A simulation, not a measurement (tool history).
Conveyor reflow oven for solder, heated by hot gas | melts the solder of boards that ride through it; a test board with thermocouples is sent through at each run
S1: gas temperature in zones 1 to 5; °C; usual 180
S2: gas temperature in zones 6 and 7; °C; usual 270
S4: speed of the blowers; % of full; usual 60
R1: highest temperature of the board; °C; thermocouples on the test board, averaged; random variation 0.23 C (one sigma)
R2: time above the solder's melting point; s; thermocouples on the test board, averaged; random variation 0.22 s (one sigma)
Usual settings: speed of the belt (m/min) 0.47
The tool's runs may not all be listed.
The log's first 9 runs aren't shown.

run 10 hour=380.7 | S1=180 S2=270 speed_of_the_belt_(m/min)=0.47 S4=60 | R1=252 R2=80
run 11 hour=425.7 | S1=180 S2=270 speed_of_the_belt_(m/min)=0.47 S4=60 | R1=252.1 R2=79.2
run 12 hour=456.6 | S1=180 S2=270 speed_of_the_belt_(m/min)=0.47 S4=60 | R1=251.3 R2=79.3
run 13 hour=494.7 | S1=180 S2=270 speed_of_the_belt_(m/min)=0.47 S4=60 | R1=251.9 R2=79.5
run 14 hour=523.4 | S1=180 S2=270 speed_of_the_belt_(m/min)=0.431 S4=60 | R1=254.5 R2=90.2
run 15 hour=556.1 | S1=180 S2=270 speed_of_the_belt_(m/min)=0.431 S4=60 | R1=254.3 R2=90.6
run 16 hour=612.2 | S1=180 S2=270 speed_of_the_belt_(m/min)=0.431 S4=60 | R1=254 R2=89.6
-- hour=630.6 flux residue cleaned out of gas plates and filters
run 17 hour=671 | S1=180 S2=270 speed_of_the_belt_(m/min)=0.431 S4=60 | R1=254.4 R2=91.2
run 18 hour=715.6 | S1=180 S2=283 speed_of_the_belt_(m/min)=0.47 S4=60 | R1=263.1 R2=89.5
run 19 hour=759.6 | S1=180 S2=283 speed_of_the_belt_(m/min)=0.454 S4=60 | R1=264.3 R2=93.6
run 20 hour=795.7 | S1=180 S2=283 speed_of_the_belt_(m/min)=0.454 S4=60 | R1=264.5 R2=93.8
run 21 hour=846 | S1=176 S2=281 speed_of_the_belt_(m/min)=0.496 S4=60 | R1=258.1 R2=78.9
-- hour=858.9 belt drive overhauled, speed set with a stopwatch
run 22 hour=900.4 | S1=187 S2=261 speed_of_the_belt_(m/min)=0.47 S4=83 | R1=248.3 R2=79.7
run 23 hour=931.9 | S1=187 S2=261 speed_of_the_belt_(m/min)=0.47 S4=83 | R1=247.3 R2=79.4
run 24 hour=961.5 | S1=166 S2=270 speed_of_the_belt_(m/min)=0.47 S4=60 | R1=247.1 R2=66.1
run 25 hour=989 | S1=180 S2=264 speed_of_the_belt_(m/min)=0.53 S4=60 | R1=241.3 R2=55.9
run 26 hour=1041.7 | S1=180 S2=264 speed_of_the_belt_(m/min)=0.53 S4=60 | R1=240.8 R2=56.1
-- hour=1061.3 flux residue cleaned out of gas plates and filters
run 27 hour=1086.9 | S1=180 S2=269 speed_of_the_belt_(m/min)=0.47 S4=88 | R1=254.4 R2=81.9
-- hour=1121 thermocouples of zones 6 and 7 changed
run 28 hour=1139.2 | S1=181 S2=269 speed_of_the_belt_(m/min)=0.47 S4=88 | R1=255.5 R2=83.2
run 29 hour=1164 | S1=175 S2=270 speed_of_the_belt_(m/min)=0.465 S4=60 | R1=251.4 R2=75.7
run 30 hour=1193 | S1=175 S2=270 speed_of_the_belt_(m/min)=0.465 S4=60 | R1=250.9 R2=75.5

Forecast each of these 3 alternatives for the next run:
run A hour=1228.6 | S1=175 S2=268 speed_of_the_belt_(m/min)=0.465 S4=55 | R1=? R2=?
run B hour=1228.6 | S1=180 S2=272 speed_of_the_belt_(m/min)=0.387 S4=78 | R1=? R2=?
run C hour=1228.6 | S1=180 S2=262 speed_of_the_belt_(m/min)=0.47 S4=80 | R1=? R2=?

run=A R1=248.1 R2=72.3
run=B R1=261.6 R2=107.5
run=C R1=248 R2=75.9
Without the tool's hidden state the same runs would have given:
run=A R1=248.8 R2=72.9
run=B R1=262.4 R2=107.6
run=C R1=248.8 R2=76.6
